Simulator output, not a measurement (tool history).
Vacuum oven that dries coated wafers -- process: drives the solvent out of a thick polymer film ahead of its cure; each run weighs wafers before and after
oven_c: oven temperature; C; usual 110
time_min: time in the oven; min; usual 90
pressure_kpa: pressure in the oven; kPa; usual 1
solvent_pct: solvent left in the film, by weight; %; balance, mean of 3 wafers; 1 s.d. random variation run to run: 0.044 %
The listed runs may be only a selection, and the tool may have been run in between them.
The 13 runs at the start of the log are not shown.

run,hour,oven_c,time_min,pressure_kpa,hours of work since the thermocouples were calibrated,hours of work since the vacuum gauge was cleaned of residue,solvent_pct
# hour 250.7: oven's thermocouples calibrated
14,263.5,101,90,1,10,539,2
15,294.3,101,90,1,34,563,2.08
16,319.6,101,90,1,54,582,2.11
17,335.6,110,69,1,66,595,1.64
18,350.6,110,69,1,78,606,1.66
19,372.8,115,69,1,95,624,1.13
20,403.1,110,67,1,118,647,1.83
21,424.1,110,67,1,135,663,1.82
22,449.3,110,67,1,154,683,1.84
23,466.8,95,160,1.32,168,697,1.62
24,480,116,130,2.4,178,707,0.8
25,497.5,110,90,3.86,192,720,2.09
26,524.3,112,131,1.31,212,741,0.64
27,554.3,100,128,2.66,236,764,2.11
28,569.1,100,128,2.66,247,776,2.2
29,587.6,110,58,1,262,790,2.27
30,608.5,110,58,1,278,807,2.29
31,623.5,99,90,1,289,818,2.49
32,645.5,99,135,2.41,306,835,2.16
33,670.6,106,93,3.51,326,855,2.45
34,690.3,121,103,0.95,341,870,0.42
35,720.7,106,143,0.95,365,894,0.71

4 ways to go on from here, each from the tool as it stands after run 35. What would each give?
A,737.7,118,73,1,378,907,?
B,737.7,106,117,0.95,378,907,?
C,737.7,96,143,0.95,378,907,?
D,737.7,113,143,0.59,378,907,?

run,solvent_pct
A,0.82
B,1
C,1.48
D,0.36
With the hidden condition removed and each run's random variation left untouched, the same runs would have given:
run,solvent_pct
A,0.75
B,0.89
C,1.33
D,0.29
